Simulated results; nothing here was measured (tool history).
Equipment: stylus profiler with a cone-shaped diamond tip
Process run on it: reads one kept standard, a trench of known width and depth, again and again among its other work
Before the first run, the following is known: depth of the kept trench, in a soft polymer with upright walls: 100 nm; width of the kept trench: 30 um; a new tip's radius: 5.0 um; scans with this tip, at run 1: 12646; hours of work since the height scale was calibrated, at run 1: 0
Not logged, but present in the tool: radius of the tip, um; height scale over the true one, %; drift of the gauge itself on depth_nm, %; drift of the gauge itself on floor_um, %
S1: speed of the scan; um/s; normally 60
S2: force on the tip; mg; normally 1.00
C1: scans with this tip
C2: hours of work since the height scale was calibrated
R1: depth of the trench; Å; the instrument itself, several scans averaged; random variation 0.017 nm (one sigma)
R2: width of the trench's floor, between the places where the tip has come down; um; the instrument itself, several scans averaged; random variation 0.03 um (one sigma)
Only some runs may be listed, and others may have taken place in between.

run    hour   S1    S2     C1   C2      R1     R2
  1     0.0   60  1.00  12646    0  1003.0  26.99
  2    97.1   60  1.00  12895   50  1003.3  26.90
  3   186.1  209  1.00  13124   96  1003.3  26.41
  4   278.5  209  1.00  13361  144  1003.1  26.43
  5   360.6  209  1.00  13572  187  1003.2  26.37
  6   438.2  209  1.00  13771  227  1003.1  26.31
  7   541.2   60  0.36  14035  280  1001.7  26.78
  8   632.0   60  1.00  14268  327  1003.6  26.88
  9   718.8  100  1.27  14491  372  1003.8  26.80
 10   810.9  100  1.27  14727  419  1004.0  26.76
 11   888.2  187  0.38  14925  459  1001.9  25.92
 12  1008.6  187  0.38  15234  522  1002.2  26.01
 13  1081.7  187  0.38  15422  559  1001.9  25.94
 14  1191.5  187  0.38  15703  616  1002.1  25.85
 15  1310.4   16  1.15  16008  678  1004.2  27.06

Table of differences, measured result less the result of that run with no hidden state. Run-to-run variation is the same in both. Gauge scatter possibly is not:
run    R1     R2
  1  -0.3  -0.76
  2  -0.2  -0.78
  3  -0.2  -0.79
  4  -0.1  -0.80
  5  +0.0  -0.81
  6  +0.0  -0.82
  7  +0.1  -0.84
  8  +0.1  -0.85
  9  +0.1  -0.86
 10  +0.2  -0.87
 11  +0.2  -0.88
 12  +0.3  -0.90
 13  +0.4  -0.91
 14  +0.5  -0.92
 15  +0.5  -0.93
